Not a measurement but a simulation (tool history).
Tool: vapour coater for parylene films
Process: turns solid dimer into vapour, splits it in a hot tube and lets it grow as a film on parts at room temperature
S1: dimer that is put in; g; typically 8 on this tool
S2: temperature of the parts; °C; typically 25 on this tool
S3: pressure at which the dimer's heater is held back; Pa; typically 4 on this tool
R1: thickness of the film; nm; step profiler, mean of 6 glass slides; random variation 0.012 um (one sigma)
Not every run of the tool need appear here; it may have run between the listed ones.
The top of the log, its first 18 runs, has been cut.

run	day	S1	S2	S3	R1
19	9.596	8	30	4	1040
20	10.3	9	21	3.53	1500
21	10.75	6	25	2.64	940
22	11.521	5	29	6.2	620
23	12.1	5	29	6.2	600
24	12.583	5	22	2.59	850
25	13.042	8	30	4	1030
26	13.396	8	26	6.27	1070
27	13.988	5	20	4.33	820
28	14.704	4	20	3.67	680
29	15.138	4	20	3.67	690
# day 15.812: trap's valve overhauled
30	15.975	8	25	5.02	1150
31	16.642	5	27	2.96	710
32	17.267	5	19	5.13	830

For run 33, what comes out?
33	17.783	6	25	5.13	?

{"run 33": {"R1": 830}}
On a tool with no hidden condition, and with the same random variation, this run would have come out at R1 830 nm.
